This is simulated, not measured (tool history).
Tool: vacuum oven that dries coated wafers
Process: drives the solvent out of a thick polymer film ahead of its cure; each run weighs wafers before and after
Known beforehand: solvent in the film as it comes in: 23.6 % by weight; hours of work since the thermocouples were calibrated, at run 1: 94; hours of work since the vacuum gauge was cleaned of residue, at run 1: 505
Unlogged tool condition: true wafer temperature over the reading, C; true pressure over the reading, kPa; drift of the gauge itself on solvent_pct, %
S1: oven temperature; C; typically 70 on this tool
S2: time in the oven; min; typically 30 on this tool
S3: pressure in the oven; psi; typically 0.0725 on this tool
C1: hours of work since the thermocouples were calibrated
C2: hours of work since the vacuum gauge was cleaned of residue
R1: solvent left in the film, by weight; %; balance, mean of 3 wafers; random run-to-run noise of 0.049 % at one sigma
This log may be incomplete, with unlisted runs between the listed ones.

| run | day | S1 | S2 | S3 | C1 | C2 | R1 |
|---|---|---|---|---|---|---|---|
| 1 | 0 | 70 | 30 | 0.0725 | 94 | 505 | 2.89 |
| 2 | 0.621 | 70 | 30 | 0.0725 | 102 | 512 | 2.93 |
| 3 | 1.7 | 70 | 30 | 0.0725 | 115 | 526 | 2.99 |
| 4 | 2.538 | 70 | 30 | 0.0725 | 125 | 536 | 2.89 |
| 5 | 3.092 | 70 | 30 | 0.0725 | 132 | 543 | 2.87 |
| 6 | 3.962 | 70 | 18 | 0.0725 | 143 | 553 | 6 |
| 7 | 4.954 | 70 | 18 | 0.0725 | 155 | 565 | 6.07 |
| 8 | 5.396 | 70 | 18 | 0.0725 | 160 | 571 | 6.08 |
| 9 | 6.329 | 70 | 18 | 0.0725 | 172 | 582 | 6.21 |
| 10 | 6.788 | 70 | 18 | 0.0725 | 177 | 588 | 6.02 |
| 11 | 7.775 | 70 | 18 | 0.0687 | 189 | 600 | 6.03 |
| 12 | 8.646 | 58 | 30 | 0.0725 | 200 | 610 | 6.73 |
| 13 | 9.392 | 70 | 30 | 0.0725 | 209 | 619 | 2.92 |
| 14 | 10.288 | 70 | 39 | 0.0725 | 220 | 630 | 1.73 |
| 15 | 11.05 | 70 | 30 | 0.0725 | 229 | 640 | 2.82 |
| 16 | 12.112 | 70 | 30 | 0.0725 | 242 | 653 | 2.86 |
| 17 | 12.892 | 70 | 28 | 0.0725 | 252 | 662 | 3.25 |
| 18 | 13.579 | 70 | 30 | 0.0725 | 260 | 671 | 2.89 |
| 19 | 14.362 | 70 | 30 | 0.0725 | 270 | 680 | 2.81 |
| 20 | 15.083 | 70 | 36 | 0.0725 | 278 | 689 | 2.04 |
| 21 | 15.683 | 70 | 36 | 0.0725 | 286 | 696 | 2.01 |
| 22 | 16.762 | 70 | 36 | 0.0725 | 299 | 709 | 1.98 |
|  | 16.896 | vacuum gauge cleaned of residue and calibrated |
| 23 | 17.712 | 70 | 36 | 0.0725 | 310 | 10 | 2.03 |
| 24 | 18.771 | 70 | 30 | 0.0725 | 323 | 23 | 2.87 |
|  | 19.192 | vacuum gauge cleaned of residue and calibrated, once more |
| 25 | 19.838 | 70 | 30 | 0.0725 | 335 | 8 | 2.7 |
| 26 | 20.396 | 71 | 30 | 0.1706 | 342 | 15 | 2.7 |
| 27 | 20.912 | 70 | 18 | 0.088 | 348 | 21 | 5.97 |
| 28 | 21.429 | 70 | 18 | 0.088 | 354 | 27 | 5.82 |
| 29 | 22.308 | 79 | 30 | 0.0893 | 365 | 38 | 0.99 |
| 30 | 22.804 | 78 | 39 | 0.0705 | 371 | 44 | 0.57 |
| 31 | 23.771 | 83 | 40 | 0.0879 | 383 | 56 | 0.19 |
| 32 | 24.254 | 75 | 30 | 0.227 | 389 | 62 | 1.94 |
| 33 | 24.988 | 75 | 30 | 0.227 | 398 | 71 | 1.94 |
| 34 | 25.983 | 75 | 32 | 0.0447 | 410 | 83 | 1.35 |
| 35 | 26.562 | 78 | 54 | 0.0447 | 417 | 90 | 0.13 |
| 36 | 27.296 | 70 | 20 | 0.0576 | 426 | 99 | 5.09 |
| 37 | 28.288 | 81 | 51 | 0.0438 | 438 | 111 | 0.07 |
| 38 | 29.133 | 81 | 51 | 0.0438 | 448 | 121 | 0.1 |
| 39 | 29.996 | 74 | 23 | 0.0672 | 459 | 132 | 3.01 |
| 40 | 31.004 | 74 | 23 | 0.0672 | 471 | 144 | 3 |
| 41 | 32.017 | 70 | 24 | 0.0725 | 483 | 156 | 3.9 |
| 42 | 33.104 | 70 | 24 | 0.0725 | 497 | 170 | 3.93 |
| 43 | 33.904 | 63 | 30 | 0.265 | 506 | 179 | 5.28 |
| 44 | 34.962 | 77 | 22 | 0.2853 | 519 | 192 | 2.87 |
| 45 | 35.654 | 77 | 22 | 0.2853 | 528 | 201 | 2.86 |
| 46 | 36.579 | 77 | 22 | 0.2853 | 539 | 212 | 2.84 |
| 47 | 37.262 | 77 | 23 | 0.2853 | 547 | 220 | 2.62 |
| 48 | 37.992 | 60 | 52 | 0.0725 | 556 | 229 | 2.48 |

What if the next run were any one of these 3? Each begins from the tool's condition after run 48:
| A | 38.875 | 70 | 40 | 0.0793 | 567 | 240 | ? |
| B | 38.875 | 81 | 26 | 0.1455 | 567 | 240 | ? |
| C | 38.875 | 59 | 27 | 0.1253 | 567 | 240 | ? |

| run | R1 |
|---|---|
| A | 1.44 |
| B | 1.17 |
| C | 7 |
Without the tool's unlogged condition, the same runs would have read:
| run | R1 |
|---|---|
| A | 1.66 |
| B | 1.36 |
| C | 7.48 |
